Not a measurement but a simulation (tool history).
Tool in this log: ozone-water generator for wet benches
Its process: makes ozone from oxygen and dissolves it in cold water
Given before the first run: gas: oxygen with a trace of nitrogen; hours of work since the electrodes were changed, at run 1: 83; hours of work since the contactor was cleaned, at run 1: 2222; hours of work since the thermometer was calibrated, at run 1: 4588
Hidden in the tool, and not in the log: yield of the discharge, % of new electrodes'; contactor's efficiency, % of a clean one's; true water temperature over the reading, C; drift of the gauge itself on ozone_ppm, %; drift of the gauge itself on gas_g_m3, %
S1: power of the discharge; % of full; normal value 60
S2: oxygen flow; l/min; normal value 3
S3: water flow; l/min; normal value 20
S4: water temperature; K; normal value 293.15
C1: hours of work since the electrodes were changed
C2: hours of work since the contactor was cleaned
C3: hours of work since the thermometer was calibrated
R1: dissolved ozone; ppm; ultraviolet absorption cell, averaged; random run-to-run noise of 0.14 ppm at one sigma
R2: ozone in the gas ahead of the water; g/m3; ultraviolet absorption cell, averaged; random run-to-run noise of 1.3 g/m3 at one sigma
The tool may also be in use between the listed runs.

Run 1, day 0: usual settings; C1 83; C2 2222; C3 4588. Result: R1 16.1 ppm, R2 242.2 g/m3.
Run 2, day 1.596: usual settings; C1 106; C2 2245; C3 4611. Result: R1 16.4 ppm, R2 238.9 g/m3.
Run 3, day 2.567: usual settings; C1 120; C2 2259; C3 4625. Result: R1 16.4 ppm, R2 238.4 g/m3.
Run 4, day 3.808: usual settings but S3 26 l/min; C1 138; C2 2277; C3 4643. Result: R1 13 ppm, R2 241.4 g/m3.
Run 5, day 4.525: usual settings but S1 46 % of full; C1 148; C2 2288; C3 4653. Result: R1 14.1 ppm, R2 209.9 g/m3.
Run 6, day 5.617: usual settings but S1 46 % of full; C1 164; C2 2303; C3 4669. Result: R1 14.1 ppm, R2 207.1 g/m3.
Run 7, day 6.696: usual settings but S1 46 % of full; C1 180; C2 2319; C3 4684. Result: R1 14.1 ppm, R2 207.2 g/m3.
Run 8, day 8.104: usual settings but S1 46 % of full; C1 200; C2 2339; C3 4705. Result: R1 14.3 ppm, R2 207.5 g/m3.
Run 9, day 9.592: usual settings but S1 46 % of full; C1 221; C2 2361; C3 4726. Result: R1 13.9 ppm, R2 207.2 g/m3.
Run 10, day 10.788: usual settings but S1 46 % of full; C1 239; C2 2378; C3 4743. Result: R1 14 ppm, R2 208.9 g/m3.
Run 11, day 12.467: usual settings but S2 1.52 l/min; C1 263; C2 2402; C3 4768. Result: R1 13.7 ppm, R2 327.9 g/m3.
Run 12, day 14.083: usual settings but S4 292.15 K; C1 286; C2 2426; C3 4791. Result: R1 16.5 ppm, R2 239.4 g/m3.
Run 13, day 15.196: usual settings; C1 302; C2 2442; C3 4807. Result: R1 16.2 ppm, R2 240.2 g/m3.
Run 14, day 16.7: usual settings; C1 324; C2 2463; C3 4829. Result: R1 16.2 ppm, R2 238.1 g/m3.
Run 15, day 17.854: usual settings; C1 341; C2 2480; C3 4845. Result: R1 16.2 ppm, R2 237 g/m3.
Run 16, day 18.7: usual settings but S3 30 l/min; C1 353; C2 2492; C3 4858. Result: R1 11.1 ppm, R2 239.8 g/m3.
Run 17, day 20.362: usual settings but S1 51 % of full, S2 2.02 l/min, S3 30 l/min; C1 377; C2 2516; C3 4882. Result: R1 9.2 ppm, R2 261.4 g/m3.
Run 18, day 21.671: usual settings but S1 51 % of full, S2 2.02 l/min, S3 30 l/min; C1 396; C2 2535; C3 4900. Result: R1 9.1 ppm, R2 262.6 g/m3.

Run 19 is up next; what results do you expect?
Run 19, day 22.962: usual settings but S1 41 % of full, S2 2.39 l/min, S3 16 l/min, S4 294.15 K; C1 414; C2 2554; C3 4919. Result: R1 ?, R2 ?.

Logged for run 19: R1 15.1 ppm, R2 216.9 g/m3.
The same run, on a tool lacking any hidden state, would have yielded R1 15.5 ppm, R2 218.1 g/m3.
